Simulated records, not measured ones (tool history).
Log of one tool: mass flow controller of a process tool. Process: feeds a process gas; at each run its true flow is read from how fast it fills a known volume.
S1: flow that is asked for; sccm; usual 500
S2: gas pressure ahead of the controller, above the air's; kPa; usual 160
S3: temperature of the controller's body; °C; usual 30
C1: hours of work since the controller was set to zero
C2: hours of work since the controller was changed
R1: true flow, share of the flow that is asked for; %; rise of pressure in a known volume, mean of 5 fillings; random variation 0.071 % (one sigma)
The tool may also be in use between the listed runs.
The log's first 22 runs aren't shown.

run 23 hour=2231.2 | S1=145 S2=252 S3=30 | C1=95 C2=2461 | R1=96.93
run 24 hour=2305.7 | S1=145 S2=252 S3=30 | C1=121 C2=2487 | R1=96.95
run 25 hour=2416.7 | S1=340 S2=160 S3=36 | C1=159 C2=2525 | R1=98.00
run 26 hour=2486.9 | S1=636 S2=160 S3=36 | C1=183 C2=2549 | R1=98.61
run 27 hour=2558.7 | S1=636 S2=160 S3=36 | C1=208 C2=2574 | R1=98.59
run 28 hour=2630.2 | S1=636 S2=160 S3=36 | C1=233 C2=2599 | R1=98.57
run 29 hour=2741.1 | S1=636 S2=160 S3=36 | C1=271 C2=2637 | R1=98.55
run 30 hour=2822.7 | S1=604 S2=211 S3=25 | C1=299 C2=2665 | R1=97.29
run 31 hour=2963.3 | S1=604 S2=211 S3=25 | C1=348 C2=2714 | R1=97.38
run 32 hour=3108.9 | S1=130 S2=189 S3=25 | C1=398 C2=2764 | R1=96.71

Forecast each of these 4 alternatives for the next run:
run A hour=3190.4 | S1=262 S2=172 S3=25 | C1=426 C2=2792 | R1=?
run B hour=3190.4 | S1=106 S2=189 S3=25 | C1=426 C2=2792 | R1=?
run C hour=3190.4 | S1=915 S2=169 S3=22 | C1=426 C2=2792 | R1=?
run D hour=3190.4 | S1=241 S2=258 S3=27 | C1=426 C2=2792 | R1=?

run=A R1=96.67
run=B R1=96.83
run=C R1=97.71
run=D R1=96.83
Without the tool's hidden state the same runs would have given:
run=A R1=98.34
run=B R1=98.12
run=C R1=99.56
run=D R1=98.47
